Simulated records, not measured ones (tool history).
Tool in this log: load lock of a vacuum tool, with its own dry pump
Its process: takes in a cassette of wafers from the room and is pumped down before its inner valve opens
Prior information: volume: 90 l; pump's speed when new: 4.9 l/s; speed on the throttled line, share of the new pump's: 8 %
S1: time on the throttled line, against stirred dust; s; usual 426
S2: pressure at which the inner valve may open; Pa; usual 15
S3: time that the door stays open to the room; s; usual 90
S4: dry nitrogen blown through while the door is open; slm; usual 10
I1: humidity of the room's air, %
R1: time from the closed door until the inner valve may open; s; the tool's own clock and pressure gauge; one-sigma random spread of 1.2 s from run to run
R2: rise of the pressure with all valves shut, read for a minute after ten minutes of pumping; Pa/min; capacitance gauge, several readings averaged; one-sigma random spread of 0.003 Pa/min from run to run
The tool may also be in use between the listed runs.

{"run": 1, "hour": 0.0, "S1": 426, "S2": 15, "S3": 90, "S4": 10, "I1": 43.5, "R1": 569.0, "R2": 0.068}
{"run": 2, "hour": 239.8, "S1": 426, "S2": 15, "S3": 90, "S4": 10, "I1": 42.0, "R1": 570.8, "R2": 0.075}
{"run": 3, "hour": 545.3, "S1": 426, "S2": 15, "S3": 90, "S4": 10, "I1": 42.5, "R1": 570.4, "R2": 0.088}
{"run": 4, "hour": 776.7, "S1": 426, "S2": 15, "S3": 90, "S4": 10, "I1": 47.9, "R1": 569.9, "R2": 0.088}
{"run": 5, "hour": 936.4, "S1": 426, "S2": 15, "S3": 90, "S4": 10, "I1": 47.3, "R1": 573.1, "R2": 0.091}
{"run": 6, "hour": 1089.5, "S1": 426, "S2": 15, "S3": 90, "S4": 10, "I1": 48.2, "R1": 573.4, "R2": 0.096}
{"run": 7, "hour": 1397.9, "S1": 426, "S2": 15, "S3": 90, "S4": 10, "I1": 44.6, "R1": 573.3, "R2": 0.097}
{"run": 8, "hour": 1668.7, "S1": 426, "S2": 15, "S3": 90, "S4": 10, "I1": 43.3, "R1": 575.2, "R2": 0.101}
{"run": 9, "hour": 1958.2, "S1": 426, "S2": 15, "S3": 90, "S4": 10, "I1": 45.0, "R1": 574.5, "R2": 0.113}
{"run": 10, "hour": 2116.5, "S1": 426, "S2": 15, "S3": 90, "S4": 10, "I1": 46.5, "R1": 578.2, "R2": 0.116}
{"run": 11, "hour": 2310.1, "S1": 426, "S2": 15, "S3": 90, "S4": 10, "I1": 47.8, "R1": 575.8, "R2": 0.123}
{"run": 12, "hour": 2536.5, "S1": 426, "S2": 13, "S3": 90, "S4": 10, "I1": 45.1, "R1": 581.9, "R2": 0.123}
{"run": 13, "hour": 2766.7, "S1": 426, "S2": 13, "S3": 90, "S4": 10, "I1": 42.2, "R1": 583.8, "R2": 0.135}
{"run": 14, "hour": 3040.1, "S1": 213, "S2": 15, "S3": 90, "S4": 7, "I1": 40.5, "R1": 389.1, "R2": 0.14}
{"hour": 3180.5, "done": "dry pump taken out, an overhauled one fitted"}
{"run": 15, "hour": 3259.0, "S1": 350, "S2": 23, "S3": 173, "S4": 20, "I1": 46.4, "R1": 475.7, "R2": 0.146}
{"run": 16, "hour": 3463.5, "S1": 350, "S2": 23, "S3": 173, "S4": 20, "I1": 47.1, "R1": 477.8, "R2": 0.147}
{"run": 17, "hour": 3730.6, "S1": 426, "S2": 15, "S3": 90, "S4": 10, "I1": 42.5, "R1": 558.3, "R2": 0.152}
{"run": 18, "hour": 4059.1, "S1": 426, "S2": 15, "S3": 27, "S4": 13, "I1": 48.2, "R1": 557.7, "R2": 0.152}
{"run": 19, "hour": 4394.2, "S1": 340, "S2": 28, "S3": 36, "S4": 33, "I1": 43.8, "R1": 467.9, "R2": 0.164}
{"run": 20, "hour": 4717.3, "S1": 340, "S2": 18, "S3": 36, "S4": 33, "I1": 45.3, "R1": 476.8, "R2": 0.171}
{"run": 21, "hour": 5010.5, "S1": 318, "S2": 13, "S3": 95, "S4": 10, "I1": 44.2, "R1": 465.0, "R2": 0.192}
{"run": 22, "hour": 5212.2, "S1": 254, "S2": 11, "S3": 73, "S4": 4, "I1": 45.4, "R1": 409.4, "R2": 0.203}
{"run": 23, "hour": 5468.5, "S1": 426, "S2": 15, "S3": 34, "S4": 7, "I1": 44.3, "R1": 562.2, "R2": 0.202}

A few steps of R1 between consecutive runs. Split each: what settings, incoming material and random variation would produce without the hidden state, and what is left over for the hidden state, along with gauge scatter present in only one of the two compared results (measured, and without hidden state):
Hidden conditions of the tool in this case: pump's speed, % of a new pump's; leak at the door's seal, Pa l/s; drift of the gauge itself on ready_s, %; drift of the gauge itself on rise_pa_min, %.
Run 13 -> 14: S1 426 -> 213, S2 13 -> 15, S4 10 -> 7. R1 -194.7 s: hidden state +3.9, all else -198.6.
Run 14 -> 15: S1 213 -> 350, S2 15 -> 23, S3 90 -> 173, S4 7 -> 20, dry pump taken out, an overhauled one fitted. R1 +86.6 s: hidden state -28.3, all else +114.9.
Run 22 -> 23: S1 254 -> 426, S2 11 -> 15, S3 73 -> 34, S4 4 -> 7. R1 +152.8 s: hidden state -0.7, all else +153.5.
